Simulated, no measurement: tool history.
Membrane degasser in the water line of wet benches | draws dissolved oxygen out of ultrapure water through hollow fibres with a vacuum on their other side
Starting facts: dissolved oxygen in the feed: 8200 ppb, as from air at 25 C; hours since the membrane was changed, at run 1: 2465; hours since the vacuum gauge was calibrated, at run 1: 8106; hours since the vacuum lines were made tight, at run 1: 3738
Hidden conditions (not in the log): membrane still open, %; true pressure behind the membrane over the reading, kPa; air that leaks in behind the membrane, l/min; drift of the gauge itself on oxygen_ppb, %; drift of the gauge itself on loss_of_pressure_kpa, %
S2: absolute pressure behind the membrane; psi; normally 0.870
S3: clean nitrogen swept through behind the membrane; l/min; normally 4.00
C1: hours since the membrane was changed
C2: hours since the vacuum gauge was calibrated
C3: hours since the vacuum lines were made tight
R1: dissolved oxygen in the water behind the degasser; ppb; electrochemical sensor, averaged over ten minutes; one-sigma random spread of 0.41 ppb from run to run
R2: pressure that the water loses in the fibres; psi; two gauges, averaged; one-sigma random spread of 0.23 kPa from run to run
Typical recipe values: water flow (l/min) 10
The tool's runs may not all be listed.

run 1 hour=0.0 | water_flow_(l/min)=10 S2=0.870 S3=4.00 | C1=2465 C2=8106 C3=3738 | R1=29.1 R2=8.705
run 2 hour=47.7 | water_flow_(l/min)=10 S2=0.567 S3=4.00 | C1=2512 C2=8153 C3=3786 | R1=15.4 R2=8.698
run 3 hour=79.8 | water_flow_(l/min)=10 S2=0.870 S3=4.00 | C1=2545 C2=8185 C3=3818 | R1=27.9 R2=8.662
run 4 hour=134.1 | water_flow_(l/min)=10 S2=0.870 S3=4.00 | C1=2599 C2=8240 C3=3873 | R1=27.5 R2=8.749
run 5 hour=186.2 | water_flow_(l/min)=10 S2=0.870 S3=4.00 | C1=2651 C2=8292 C3=3925 | R1=27.4 R2=8.718
run 6 hour=227.5 | water_flow_(l/min)=10 S2=0.870 S3=4.00 | C1=2692 C2=8333 C3=3966 | R1=27.8 R2=8.704

Run 7 has not been measured yet. What should we expect?
run 7 hour=270.0 | water_flow_(l/min)=10 S2=0.870 S3=3.33 | C1=2735 C2=8376 C3=4009 | R1=? R2=?

{"run 7": {"R1": 30.9, "R2": 8.727}}
If the tool had no hidden condition, the same run with the same run-to-run variation would have returned R1 30.8 ppb, R2 8.725 psi.
